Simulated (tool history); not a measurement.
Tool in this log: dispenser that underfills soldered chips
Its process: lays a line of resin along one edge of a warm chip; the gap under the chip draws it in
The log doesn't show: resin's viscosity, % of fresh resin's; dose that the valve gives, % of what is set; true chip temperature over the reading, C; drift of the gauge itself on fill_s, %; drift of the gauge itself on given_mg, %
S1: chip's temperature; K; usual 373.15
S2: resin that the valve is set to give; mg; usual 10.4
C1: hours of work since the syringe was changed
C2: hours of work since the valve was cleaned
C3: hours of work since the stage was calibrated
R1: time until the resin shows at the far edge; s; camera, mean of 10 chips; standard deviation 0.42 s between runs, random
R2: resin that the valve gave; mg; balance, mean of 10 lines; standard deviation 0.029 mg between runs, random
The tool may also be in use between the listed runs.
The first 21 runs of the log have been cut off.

| run | hour | S1 | S2 | C1 | C2 | C3 | R1 | R2 |
|---|---|---|---|---|---|---|---|---|
| 22 | 235.0 | 368.15 | 12.9 | 5 | 48 | 530 | 54.8 | 12.46 |
|  | 237.1 | new syringe of resin |
|  | 240.0 | stage's temperature calibrated |
|  | 247.8 | new syringe of resin |
| 23 | 250.7 | 376.15 | 8.9 | 2 | 58 | 7 | 35.2 | 8.53 |
|  | 257.4 | new syringe of resin |
| 24 | 264.7 | 376.15 | 11.6 | 5 | 67 | 17 | 41.3 | 11.04 |
|  | 267.6 | new syringe of resin |
|  | 272.7 | dispensing valve cleaned and set on the balance |
| 25 | 274.1 | 379.15 | 12.0 | 4 | 1 | 23 | 33.6 | 11.97 |
|  | 278.1 | new syringe of resin |
| 26 | 283.6 | 380.15 | 13.3 | 4 | 7 | 29 | 32.7 | 13.21 |
|  | 287.9 | new syringe of resin |
| 27 | 291.9 | 359.15 | 11.7 | 3 | 13 | 35 | 52.6 | 11.59 |
|  | 297.9 | new syringe of resin |
| 28 | 306.8 | 359.15 | 11.7 | 6 | 23 | 45 | 70.2 | 11.51 |
|  | 308.2 | new syringe of resin |
|  | 317.6 | new syringe of resin |
| 29 | 319.6 | 359.15 | 13.2 | 1 | 32 | 54 | 45.6 | 12.91 |
|  | 327.4 | new syringe of resin |
| 30 | 331.0 | 359.15 | 13.2 | 3 | 40 | 62 | 51.0 | 12.82 |
|  | 337.8 | new syringe of resin |
| 31 | 341.6 | 379.15 | 9.2 | 3 | 47 | 69 | 33.3 | 8.92 |
|  | 347.3 | new syringe of resin |
| 32 | 351.5 | 379.15 | 9.2 | 3 | 54 | 76 | 34.2 | 8.86 |
|  | 357.7 | new syringe of resin |
|  | 367.2 | new syringe of resin |
| 33 | 367.2 | 373.15 | 11.3 | 0 | 65 | 86 | 27.7 | 10.78 |
|  | 376.8 | new syringe of resin |
|  | 379.0 | dispensing valve cleaned and set on the balance |
| 34 | 379.7 | 371.15 | 10.8 | 1 | 0 | 94 | 33.7 | 10.76 |

Here are 3 independent what-if runs from the current tool condition. What would each one return?
|  | 387.8 | new syringe of resin |
| A | 394.6 | 363.15 | 11.4 | 5 | 11 | 105 | ? | ? |
|  | 387.8 | new syringe of resin |
| B | 394.6 | 371.15 | 10.0 | 5 | 11 | 105 | ? | ? |
|  | 387.8 | new syringe of resin |
| C | 394.6 | 375.15 | 9.5 | 5 | 11 | 105 | ? | ? |

| run | R1 | R2 |
|---|---|---|
| A | 57.5 | 11.28 |
| B | 48.1 | 9.89 |
| C | 44.4 | 9.39 |
Had the tool no hidden state, the same runs would have come out as:
| run | R1 | R2 |
|---|---|---|
| A | 36.7 | 11.39 |
| B | 30.7 | 9.99 |
| C | 28.2 | 9.48 |
